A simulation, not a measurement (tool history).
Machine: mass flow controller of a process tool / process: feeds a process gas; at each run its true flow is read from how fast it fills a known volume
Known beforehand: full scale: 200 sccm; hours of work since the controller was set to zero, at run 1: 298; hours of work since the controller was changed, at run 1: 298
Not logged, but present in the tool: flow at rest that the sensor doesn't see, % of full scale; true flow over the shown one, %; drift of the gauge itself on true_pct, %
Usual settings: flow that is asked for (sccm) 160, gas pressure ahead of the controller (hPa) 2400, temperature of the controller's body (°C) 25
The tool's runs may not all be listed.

run	hour	flow that is asked for (sccm)	gas pressure ahead of the controller (hPa)	temperature of the controller's body (°C)	hours of work since the controller was set to zero	hours of work since the controller was changed	true flow (%)
1	0	160	2400	25	298	298	99.55
2	352	160	2400	25	515	515	99.66
3	714.5	160	2410	25	739	739	99.58
4	928.5	160	2410	25	871	871	99.59
5	1138.1	160	2410	22	1000	1000	99.3
6	1496.3	160	2410	22	1221	1221	99.38
7	1797.7	160	2750	22	1407	1407	99.43
8	2018.8	160	1480	22	1543	1543	98.91
9	2213.8	160	1480	22	1663	1663	99.09
10	2417.8	160	1480	22	1789	1789	98.97
# hour 2445.5: controller's zero set anew
11	2694.5	160	1480	22	154	1960	99.18
12	3072.6	160	1480	22	387	2193	99.17
13	3260.7	160	1560	25	503	2309	99.15
14	3574.4	160	1560	25	696	2502	99.32
15	3905.2	160	2400	35	900	2706	100.05

Run 16 is up next; what results do you expect?
16	4266.3	22	1660	30	1123	2929	?

{"run 16": {"true flow (%)": 101.23}}
The same run, on a tool lacking any hidden state, would have yielded true flow (%) 98.26.

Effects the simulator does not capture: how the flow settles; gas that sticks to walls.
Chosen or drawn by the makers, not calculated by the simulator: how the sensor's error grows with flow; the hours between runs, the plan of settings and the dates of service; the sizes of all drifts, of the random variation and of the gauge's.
